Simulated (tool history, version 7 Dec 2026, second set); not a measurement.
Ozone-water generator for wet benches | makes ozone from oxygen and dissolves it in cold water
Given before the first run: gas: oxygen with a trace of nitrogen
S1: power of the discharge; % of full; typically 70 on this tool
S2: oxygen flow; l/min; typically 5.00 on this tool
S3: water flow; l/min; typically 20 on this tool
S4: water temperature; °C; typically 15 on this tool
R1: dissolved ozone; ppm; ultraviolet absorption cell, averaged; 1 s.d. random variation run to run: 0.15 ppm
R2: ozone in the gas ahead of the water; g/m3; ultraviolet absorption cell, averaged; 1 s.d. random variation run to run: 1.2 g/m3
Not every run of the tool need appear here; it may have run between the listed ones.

{"run": 1, "hour": 0.0, "S1": 70, "S2": 5.0, "S3": 20, "S4": 15, "R1": 18.1, "R2": 209.7}
{"run": 2, "hour": 31.1, "S1": 44, "S2": 5.0, "S3": 20, "S4": 15, "R1": 14.0, "R2": 163.0}
{"run": 3, "hour": 67.1, "S1": 44, "S2": 5.0, "S3": 20, "S4": 15, "R1": 13.6, "R2": 165.5}
{"run": 4, "hour": 109.1, "S1": 44, "S2": 5.0, "S3": 20, "S4": 15, "R1": 13.8, "R2": 164.4}
{"run": 5, "hour": 153.1, "S1": 44, "S2": 5.0, "S3": 20, "S4": 15, "R1": 13.8, "R2": 163.2}
{"run": 6, "hour": 175.6, "S1": 44, "S2": 5.0, "S3": 20, "S4": 15, "R1": 13.8, "R2": 163.4}
{"run": 7, "hour": 213.0, "S1": 44, "S2": 5.0, "S3": 20, "S4": 15, "R1": 13.9, "R2": 162.4}
{"run": 8, "hour": 244.6, "S1": 70, "S2": 5.0, "S3": 20, "S4": 15, "R1": 17.8, "R2": 210.6}
{"run": 9, "hour": 284.9, "S1": 70, "S2": 8.5, "S3": 20, "S4": 15, "R1": 18.1, "R2": 164.4}
{"run": 10, "hour": 317.7, "S1": 70, "S2": 5.0, "S3": 28, "S4": 15, "R1": 13.0, "R2": 208.8}
{"run": 11, "hour": 345.1, "S1": 70, "S2": 5.0, "S3": 28, "S4": 15, "R1": 13.1, "R2": 209.6}
{"run": 12, "hour": 392.8, "S1": 70, "S2": 6.38, "S3": 20, "S4": 15, "R1": 18.0, "R2": 186.5}
{"run": 13, "hour": 428.2, "S1": 70, "S2": 6.38, "S3": 20, "S4": 15, "R1": 18.2, "R2": 185.6}
{"run": 14, "hour": 468.8, "S1": 70, "S2": 6.38, "S3": 20, "S4": 15, "R1": 17.7, "R2": 187.1}
{"run": 15, "hour": 502.2, "S1": 44, "S2": 5.0, "S3": 20, "S4": 15, "R1": 13.3, "R2": 162.6}
{"run": 16, "hour": 522.9, "S1": 44, "S2": 5.0, "S3": 20, "S4": 15, "R1": 13.6, "R2": 162.2}
{"run": 17, "hour": 561.5, "S1": 44, "S2": 5.0, "S3": 13, "S4": 15, "R1": 19.5, "R2": 160.7}

What will run 18 give?
{"run": 18, "hour": 596.8, "S1": 70, "S2": 5.0, "S3": 31, "S4": 15, "R1": "?", "R2": "?"}

R1: 11.5 ppm
R2: 209.4 g/m3
Were there no unlogged condition in the tool, this run, its random variation unchanged, would have produced R1 12.7 ppm, R2 215.9 g/m3.
